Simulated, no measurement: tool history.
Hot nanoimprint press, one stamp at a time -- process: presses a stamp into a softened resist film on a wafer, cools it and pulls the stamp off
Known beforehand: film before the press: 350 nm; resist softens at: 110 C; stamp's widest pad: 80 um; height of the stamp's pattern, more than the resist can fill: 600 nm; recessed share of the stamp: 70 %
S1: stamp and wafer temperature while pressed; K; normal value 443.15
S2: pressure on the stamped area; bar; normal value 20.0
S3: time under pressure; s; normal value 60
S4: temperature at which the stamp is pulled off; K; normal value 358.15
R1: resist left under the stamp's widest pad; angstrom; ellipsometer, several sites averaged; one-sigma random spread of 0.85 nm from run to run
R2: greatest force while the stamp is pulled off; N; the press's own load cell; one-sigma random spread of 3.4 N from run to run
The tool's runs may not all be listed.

run	day	S1	S2	S3	S4	R1	R2
1	0.000	443.15	20.0	60	358.15	1939	194
2	0.588	444.15	20.0	60	358.15	1877	208
3	1.400	443.15	20.0	60	350.15	1921	215
4	2.158	443.15	20.0	60	350.15	1946	210
5	2.671	443.15	20.0	60	350.15	1937	215
6	3.525	443.15	20.0	60	350.15	1928	218
7	3.892	443.15	20.0	60	358.15	1941	205
8	4.708	443.15	20.0	60	358.15	1929	203
9	5.108	443.15	20.0	60	358.15	1936	204
10	6.004	443.15	20.0	60	358.15	1931	205
11	6.500	443.15	20.0	81	358.15	1735	204
12	7.125	443.15	20.0	81	358.15	1745	204
# day 7.396: plate thermocouple calibrated
# day 7.883: stamp cleaned and given a new release coat
13	8.188	443.15	20.0	81	358.15	1823	179
14	9.079	447.15	22.8	49	366.15	1807	168
15	9.779	446.15	25.0	60	358.15	1668	180
16	10.346	453.15	24.6	116	364.15	1025	174
17	11.238	438.15	19.2	61	346.15	2328	210
18	12.033	439.15	20.0	60	358.15	2242	188
19	12.500	439.15	12.1	95	358.15	2335	191

What if the next run were any one of these 4? Each begins from the tool's condition after run 19:
A	13.308	447.15	16.3	60	352.15	?	?
B	13.308	451.15	12.1	66	354.15	?	?
C	13.308	439.15	18.6	95	354.15	?	?
D	13.308	439.15	12.1	48	358.15	?	?

run	R1	R2
A	1932	203
B	1871	199
C	2014	197
D	2732	192
Take away the tool's hidden state, keep each run's random variation, and the runs would have read:
run	R1	R2
A	1913	191
B	1858	188
C	1992	186
D	2722	181
